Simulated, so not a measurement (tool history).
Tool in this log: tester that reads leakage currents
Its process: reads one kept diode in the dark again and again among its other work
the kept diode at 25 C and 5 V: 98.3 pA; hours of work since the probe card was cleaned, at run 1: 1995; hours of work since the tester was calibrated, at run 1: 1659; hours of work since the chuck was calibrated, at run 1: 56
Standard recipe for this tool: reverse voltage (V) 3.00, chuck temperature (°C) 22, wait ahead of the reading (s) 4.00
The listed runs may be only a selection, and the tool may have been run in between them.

| run | day | reverse voltage (V) | chuck temperature (°C) | wait ahead of the reading (s) | hours of work since the probe card was cleaned | hours of work since the tester was calibrated | hours of work since the chuck was calibrated | current that the tester gives (pA) |
|---|---|---|---|---|---|---|---|---|
| 1 | 0.000 | 3.00 | 22 | 4.00 | 1995 | 1659 | 56 | 64.50 |
| 2 | 2.896 | 3.00 | 22 | 4.00 | 2027 | 1691 | 88 | 64.81 |
| 3 | 6.971 | 3.00 | 23 | 4.00 | 2073 | 1736 | 133 | 69.20 |
| 4 | 11.246 | 3.00 | 22 | 4.00 | 2121 | 1784 | 181 | 64.82 |
| 5 | 13.408 | 3.00 | 22 | 4.00 | 2145 | 1808 | 205 | 64.70 |
| 6 | 15.454 | 3.00 | 22 | 4.00 | 2168 | 1831 | 228 | 64.62 |
| 7 | 18.450 | 3.00 | 22 | 2.27 | 2201 | 1865 | 262 | 64.65 |
| 8 | 20.808 | 3.00 | 22 | 0.68 | 2227 | 1891 | 288 | 65.44 |
| 9 | 22.829 | 3.00 | 22 | 0.68 | 2250 | 1914 | 311 | 64.91 |
| 10 | 27.283 | 3.00 | 22 | 9.64 | 2300 | 1963 | 360 | 64.49 |
| 11 | 30.179 | 6.42 | 22 | 4.00 | 2332 | 1996 | 393 | 87.71 |
| 12 | 33.642 | 3.00 | 22 | 4.00 | 2371 | 2034 | 431 | 64.71 |
| 13 | 35.925 | 3.00 | 22 | 4.00 | 2396 | 2060 | 457 | 64.05 |
| 14 | 38.108 | 3.00 | 22 | 4.00 | 2421 | 2084 | 481 | 64.45 |
|  | 41.858 | chuck's temperature calibrated |
| 15 | 42.017 | 3.00 | 22 | 4.00 | 2463 | 2127 | 2 | 64.50 |
| 16 | 46.167 | 3.00 | 22 | 4.00 | 2510 | 2173 | 48 | 64.75 |
| 17 | 49.454 | 3.00 | 21 | 4.34 | 2547 | 2210 | 85 | 60.00 |
| 18 | 52.046 | 1.05 | 22 | 3.52 | 2575 | 2239 | 114 | 42.45 |
| 19 | 54.221 | 15.35 | 28 | 2.24 | 2600 | 2263 | 138 | 192.44 |
| 20 | 57.842 | 5.85 | 58 | 1.91 | 2640 | 2304 | 179 | 882.79 |
| 21 | 59.971 | 3.48 | 24 | 6.00 | 2664 | 2327 | 202 | 79.01 |
| 22 | 61.917 | 3.48 | 24 | 6.00 | 2686 | 2349 | 224 | 78.61 |
| 23 | 64.762 | 3.48 | 24 | 6.00 | 2717 | 2381 | 256 | 79.56 |
| 24 | 67.404 | 5.44 | 25 | 4.00 | 2747 | 2410 | 285 | 102.10 |
| 25 | 70.958 | 12.22 | 36 | 0.88 | 2787 | 2450 | 325 | 305.01 |
| 26 | 72.883 | 3.36 | 42 | 1.74 | 2808 | 2472 | 347 | 265.50 |
| 27 | 75.767 | 2.24 | 28 | 4.32 | 2840 | 2504 | 379 | 88.16 |
| 28 | 78.588 | 2.24 | 28 | 4.32 | 2872 | 2535 | 410 | 88.17 |
|  | 81.292 | probe card cleaned and baked |
| 29 | 81.350 | 3.65 | 22 | 4.00 | 1 | 2565 | 440 | 69.65 |
| 30 | 84.300 | 3.65 | 26 | 5.80 | 34 | 2598 | 473 | 93.14 |
| 31 | 88.425 | 3.65 | 25 | 5.80 | 80 | 2644 | 519 | 86.97 |
|  | 88.838 | chuck's temperature calibrated |
| 32 | 91.996 | 4.03 | 32 | 1.04 | 119 | 2683 | 35 | 148.49 |

Branching from run 32: 5 alternative next runs. What would each branch give?
| A | 93.833 | 2.01 | 22 | 0.90 | 139 | 2703 | 56 | ? |
| B | 93.833 | 6.07 | 59 | 0.98 | 139 | 2703 | 56 | ? |
| C | 93.833 | 10.45 | 20 | 2.96 | 139 | 2703 | 56 | ? |
| D | 93.833 | 7.47 | 56 | 1.35 | 139 | 2703 | 56 | ? |
| E | 93.833 | 4.56 | 42 | 3.39 | 139 | 2703 | 56 | ? |

| run | current that the tester gives (pA) |
|---|---|
| A | 55.24 |
| B | 950.14 |
| C | 92.55 |
| D | 871.66 |
| E | 301.04 |
Stripped of hidden state, with their random variation kept, the same runs would have yielded:
| run | current that the tester gives (pA) |
|---|---|
| A | 55.24 |
| B | 950.24 |
| C | 92.55 |
| D | 871.75 |
| E | 301.07 |
